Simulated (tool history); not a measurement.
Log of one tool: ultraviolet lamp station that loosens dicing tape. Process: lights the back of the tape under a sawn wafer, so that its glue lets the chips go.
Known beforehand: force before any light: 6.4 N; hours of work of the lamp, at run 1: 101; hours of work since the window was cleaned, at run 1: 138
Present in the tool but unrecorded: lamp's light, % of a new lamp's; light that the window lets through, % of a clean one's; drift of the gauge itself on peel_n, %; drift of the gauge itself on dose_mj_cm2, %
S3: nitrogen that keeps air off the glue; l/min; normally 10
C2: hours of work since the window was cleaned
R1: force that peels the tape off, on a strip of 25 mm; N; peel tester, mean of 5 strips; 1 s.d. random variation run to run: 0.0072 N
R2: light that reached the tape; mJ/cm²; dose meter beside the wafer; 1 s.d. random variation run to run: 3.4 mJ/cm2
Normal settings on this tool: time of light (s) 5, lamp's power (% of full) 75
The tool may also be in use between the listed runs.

{"run": 1, "hour": 0.0, "time of light (s)": 5, "lamp's power (% of full)": 75, "S3": 10, "hours of work of the lamp": 101, "C2": 138, "R1": 0.258, "R2": 547}
{"run": 2, "hour": 12.8, "time of light (s)": 5, "lamp's power (% of full)": 75, "S3": 10, "hours of work of the lamp": 107, "C2": 144, "R1": 0.254, "R2": 546}
{"run": 3, "hour": 26.7, "time of light (s)": 5, "lamp's power (% of full)": 75, "S3": 10, "hours of work of the lamp": 113, "C2": 150, "R1": 0.267, "R2": 540}
{"run": 4, "hour": 40.1, "time of light (s)": 5, "lamp's power (% of full)": 75, "S3": 10, "hours of work of the lamp": 119, "C2": 157, "R1": 0.261, "R2": 537}
{"run": 5, "hour": 46.3, "time of light (s)": 5, "lamp's power (% of full)": 75, "S3": 10, "hours of work of the lamp": 122, "C2": 160, "R1": 0.262, "R2": 551}
{"run": 6, "hour": 57.2, "time of light (s)": 5, "lamp's power (% of full)": 75, "S3": 5, "hours of work of the lamp": 127, "C2": 165, "R1": 0.355, "R2": 544}
{"run": 7, "hour": 63.8, "time of light (s)": 5, "lamp's power (% of full)": 75, "S3": 10, "hours of work of the lamp": 130, "C2": 168, "R1": 0.26, "R2": 545}
{"run": 8, "hour": 72.1, "time of light (s)": 5, "lamp's power (% of full)": 75, "S3": 10, "hours of work of the lamp": 134, "C2": 172, "R1": 0.262, "R2": 545}
{"run": 9, "hour": 82.5, "time of light (s)": 5, "lamp's power (% of full)": 75, "S3": 10, "hours of work of the lamp": 139, "C2": 177, "R1": 0.262, "R2": 543}
{"run": 10, "hour": 94.2, "time of light (s)": 5, "lamp's power (% of full)": 75, "S3": 10, "hours of work of the lamp": 145, "C2": 182, "R1": 0.252, "R2": 541}
{"run": 11, "hour": 104.0, "time of light (s)": 5, "lamp's power (% of full)": 75, "S3": 10, "hours of work of the lamp": 149, "C2": 187, "R1": 0.28, "R2": 545}
{"run": 12, "hour": 112.7, "time of light (s)": 5, "lamp's power (% of full)": 75, "S3": 10, "hours of work of the lamp": 153, "C2": 191, "R1": 0.26, "R2": 547}
{"run": 13, "hour": 121.2, "time of light (s)": 3, "lamp's power (% of full)": 75, "S3": 10, "hours of work of the lamp": 157, "C2": 195, "R1": 0.633, "R2": 329}
{"run": 14, "hour": 132.2, "time of light (s)": 3, "lamp's power (% of full)": 70, "S3": 10, "hours of work of the lamp": 162, "C2": 200, "R1": 0.712, "R2": 301}
{"run": 15, "hour": 139.5, "time of light (s)": 9, "lamp's power (% of full)": 83, "S3": 10, "hours of work of the lamp": 166, "C2": 203, "R1": 0.19, "R2": 1079}
{"run": 16, "hour": 146.8, "time of light (s)": 3, "lamp's power (% of full)": 75, "S3": 4, "hours of work of the lamp": 169, "C2": 206, "R1": 1.038, "R2": 327}
{"run": 17, "hour": 155.5, "time of light (s)": 3, "lamp's power (% of full)": 87, "S3": 4, "hours of work of the lamp": 173, "C2": 211, "R1": 0.792, "R2": 380}
{"run": 18, "hour": 169.5, "time of light (s)": 3, "lamp's power (% of full)": 87, "S3": 4, "hours of work of the lamp": 180, "C2": 217, "R1": 0.815, "R2": 376}
{"run": 19, "hour": 182.6, "time of light (s)": 5, "lamp's power (% of full)": 87, "S3": 12, "hours of work of the lamp": 186, "C2": 223, "R1": 0.208, "R2": 632}
{"run": 20, "hour": 191.9, "time of light (s)": 5, "lamp's power (% of full)": 84, "S3": 5, "hours of work of the lamp": 190, "C2": 228, "R1": 0.298, "R2": 607}
{"run": 21, "hour": 205.9, "time of light (s)": 5, "lamp's power (% of full)": 84, "S3": 5, "hours of work of the lamp": 197, "C2": 234, "R1": 0.303, "R2": 602}
{"run": 22, "hour": 212.4, "time of light (s)": 5, "lamp's power (% of full)": 98, "S3": 14, "hours of work of the lamp": 200, "C2": 237, "R1": 0.19, "R2": 709}
{"run": 23, "hour": 223.1, "time of light (s)": 5, "lamp's power (% of full)": 74, "S3": 5, "hours of work of the lamp": 205, "C2": 242, "R1": 0.368, "R2": 535}
{"run": 24, "hour": 229.6, "time of light (s)": 4, "lamp's power (% of full)": 75, "S3": 10, "hours of work of the lamp": 208, "C2": 245, "R1": 0.377, "R2": 438}
{"run": 25, "hour": 240.7, "time of light (s)": 4, "lamp's power (% of full)": 75, "S3": 10, "hours of work of the lamp": 213, "C2": 250, "R1": 0.354, "R2": 436}
{"run": 26, "hour": 253.0, "time of light (s)": 5, "lamp's power (% of full)": 84, "S3": 11, "hours of work of the lamp": 219, "C2": 256, "R1": 0.209, "R2": 611}
{"hour": 258.8, "done": "window cleaned of glue's vapour"}
{"run": 27, "hour": 263.2, "time of light (s)": 5, "lamp's power (% of full)": 79, "S3": 4, "hours of work of the lamp": 223, "C2": 2, "R1": 0.367, "R2": 567}

Across each entry between runs, compare the hidden state at the last listed run before it with the hidden state at the first listed run after it:
Runs 26 to 27: window cleaned of glue's vapour (hour 258.8)
  light that the window lets through, % of a clean one's: 99.9 -> 100

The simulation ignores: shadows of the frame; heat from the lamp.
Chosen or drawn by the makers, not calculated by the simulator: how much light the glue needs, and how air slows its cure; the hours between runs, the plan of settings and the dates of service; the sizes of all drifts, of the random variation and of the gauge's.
